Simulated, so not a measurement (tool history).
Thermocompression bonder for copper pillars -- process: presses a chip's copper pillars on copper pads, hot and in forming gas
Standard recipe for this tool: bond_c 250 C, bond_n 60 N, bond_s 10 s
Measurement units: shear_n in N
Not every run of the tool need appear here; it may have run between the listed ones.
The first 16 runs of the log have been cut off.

-- day=13.712 forming gas filter changed
run 17 day=14.121 | bond_c=250 bond_n=60 bond_s=10 | shear_n=35.3
run 18 day=14.679 | bond_c=250 bond_n=60 bond_s=10 | shear_n=34.9
run 19 day=15.308 | bond_c=250 bond_n=60 bond_s=15 | shear_n=41.2
run 20 day=16.342 | bond_c=250 bond_n=60 bond_s=15 | shear_n=40.7
run 21 day=17.317 | bond_c=250 bond_n=60 bond_s=15 | shear_n=40.9
run 22 day=17.850 | bond_c=262 bond_n=49 bond_s=19 | shear_n=43.4
run 23 day=19.079 | bond_c=220 bond_n=38 bond_s=19 | shear_n=23.0
run 24 day=20.362 | bond_c=236 bond_n=78 bond_s=10 | shear_n=36.3
run 25 day=21.217 | bond_c=263 bond_n=60 bond_s=29 | shear_n=54.1
run 26 day=22.300 | bond_c=231 bond_n=72 bond_s=17 | shear_n=38.7
run 27 day=23.392 | bond_c=240 bond_n=60 bond_s=10 | shear_n=30.2
run 28 day=24.088 | bond_c=240 bond_n=60 bond_s=10 | shear_n=29.7
run 29 day=25.342 | bond_c=249 bond_n=40 bond_s=30 | shear_n=37.7
run 30 day=25.983 | bond_c=250 bond_n=86 bond_s=25 | shear_n=55.1
-- day=26.588 forming gas filter changed
run 31 day=27.100 | bond_c=233 bond_n=81 bond_s=12 | shear_n=38.4
run 32 day=27.667 | bond_c=266 bond_n=43 bond_s=12 | shear_n=34.1
run 33 day=28.529 | bond_c=271 bond_n=65 bond_s=10 | shear_n=44.1
run 34 day=29.175 | bond_c=254 bond_n=60 bond_s=5 | shear_n=27.5
run 35 day=30.017 | bond_c=231 bond_n=60 bond_s=5 | shear_n=20.6
run 36 day=30.621 | bond_c=259 bond_n=75 bond_s=10 | shear_n=42.9
run 37 day=31.529 | bond_c=250 bond_n=60 bond_s=14 | shear_n=39.3
run 38 day=32.088 | bond_c=227 bond_n=60 bond_s=7 | shear_n=22.5
run 39 day=33.025 | bond_c=242 bond_n=44 bond_s=10 | shear_n=23.4
-- day=33.596 heater calibrated with a thermocouple chip
run 40 day=33.825 | bond_c=242 bond_n=44 bond_s=10 | shear_n=27.8

Predict each of these 3 candidate next runs independently; none follows another, all start after run 40:
run A day=34.492 | bond_c=226 bond_n=64 bond_s=10 | shear_n=?
run B day=34.492 | bond_c=272 bond_n=60 bond_s=10 | shear_n=?
run C day=34.492 | bond_c=242 bond_n=77 bond_s=10 | shear_n=?

run=A shear_n=30.4
run=B shear_n=45.0
run=C shear_n=41.6
The same runs, with their run-to-run variation unchanged, on a tool lacking any hidden condition would have given:
run=A shear_n=30.9
run=B shear_n=45.8
run=C shear_n=42.3

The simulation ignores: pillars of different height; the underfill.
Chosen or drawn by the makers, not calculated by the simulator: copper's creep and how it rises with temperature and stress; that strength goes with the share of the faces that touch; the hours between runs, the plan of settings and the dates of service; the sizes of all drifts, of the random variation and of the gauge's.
